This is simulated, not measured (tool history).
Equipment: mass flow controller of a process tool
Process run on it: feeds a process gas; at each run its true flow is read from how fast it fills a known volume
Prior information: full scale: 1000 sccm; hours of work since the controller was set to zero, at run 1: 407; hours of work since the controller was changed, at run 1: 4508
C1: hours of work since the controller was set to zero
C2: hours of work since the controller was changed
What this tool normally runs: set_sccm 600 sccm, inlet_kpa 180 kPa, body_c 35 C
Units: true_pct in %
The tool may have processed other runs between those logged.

run 1 hour=0.0 | set_sccm=600 inlet_kpa=180 body_c=35 | C1=407 C2=4508 | true_pct=98.08
run 2 hour=330.4 | set_sccm=600 inlet_kpa=180 body_c=35 | C1=594 C2=4695 | true_pct=98.04
run 3 hour=482.3 | set_sccm=600 inlet_kpa=180 body_c=35 | C1=680 C2=4781 | true_pct=97.97
run 4 hour=627.4 | set_sccm=600 inlet_kpa=180 body_c=35 | C1=762 C2=4863 | true_pct=97.85
run 5 hour=850.5 | set_sccm=600 inlet_kpa=200 body_c=35 | C1=889 C2=4989 | true_pct=97.88
run 6 hour=1035.6 | set_sccm=600 inlet_kpa=200 body_c=35 | C1=993 C2=5094 | true_pct=97.86
run 7 hour=1328.4 | set_sccm=600 inlet_kpa=200 body_c=35 | C1=1159 C2=5260 | true_pct=97.81
run 8 hour=1613.5 | set_sccm=600 inlet_kpa=180 body_c=35 | C1=1321 C2=5421 | true_pct=97.60
run 9 hour=1861.2 | set_sccm=600 inlet_kpa=180 body_c=35 | C1=1461 C2=5561 | true_pct=97.59
run 10 hour=2024.5 | set_sccm=600 inlet_kpa=180 body_c=35 | C1=1553 C2=5654 | true_pct=97.74
run 11 hour=2286.7 | set_sccm=600 inlet_kpa=180 body_c=35 | C1=1702 C2=5802 | true_pct=97.30
run 12 hour=2553.9 | set_sccm=600 inlet_kpa=180 body_c=35 | C1=1853 C2=5954 | true_pct=97.51
run 13 hour=2718.6 | set_sccm=600 inlet_kpa=180 body_c=35 | C1=1946 C2=6047 | true_pct=97.43
run 14 hour=2952.6 | set_sccm=600 inlet_kpa=180 body_c=35 | C1=2079 C2=6179 | true_pct=97.38
run 15 hour=3126.5 | set_sccm=600 inlet_kpa=180 body_c=35 | C1=2177 C2=6278 | true_pct=97.36
run 16 hour=3394.4 | set_sccm=433 inlet_kpa=180 body_c=26 | C1=2329 C2=6430 | true_pct=97.67
-- hour=3595.6 controller exchanged for a calibrated one
run 17 hour=3608.5 | set_sccm=157 inlet_kpa=186 body_c=23 | C1=7 C2=7 | true_pct=97.28
run 18 hour=3779.2 | set_sccm=654 inlet_kpa=211 body_c=33 | C1=104 C2=104 | true_pct=97.58
run 19 hour=4024.4 | set_sccm=600 inlet_kpa=183 body_c=35 | C1=243 C2=243 | true_pct=97.14
run 20 hour=4200.0 | set_sccm=271 inlet_kpa=183 body_c=35 | C1=342 C2=342 | true_pct=96.31
run 21 hour=4539.6 | set_sccm=379 inlet_kpa=180 body_c=35 | C1=535 C2=535 | true_pct=96.51
run 22 hour=4770.4 | set_sccm=402 inlet_kpa=214 body_c=32 | C1=665 C2=665 | true_pct=97.12
run 23 hour=5013.2 | set_sccm=206 inlet_kpa=211 body_c=31 | C1=803 C2=803 | true_pct=96.55
run 24 hour=5310.5 | set_sccm=206 inlet_kpa=211 body_c=31 | C1=971 C2=971 | true_pct=96.55
run 25 hour=5577.6 | set_sccm=377 inlet_kpa=153 body_c=25 | C1=1122 C2=1122 | true_pct=96.97

What does the tool deliver on the next run?
run 26 hour=5739.1 | set_sccm=436 inlet_kpa=248 body_c=27 | C1=1214 C2=1214 | true_pct=?

true_pct: 97.56 %
Minus the tool's unlogged condition, the same run would have read true_pct 98.80 %.
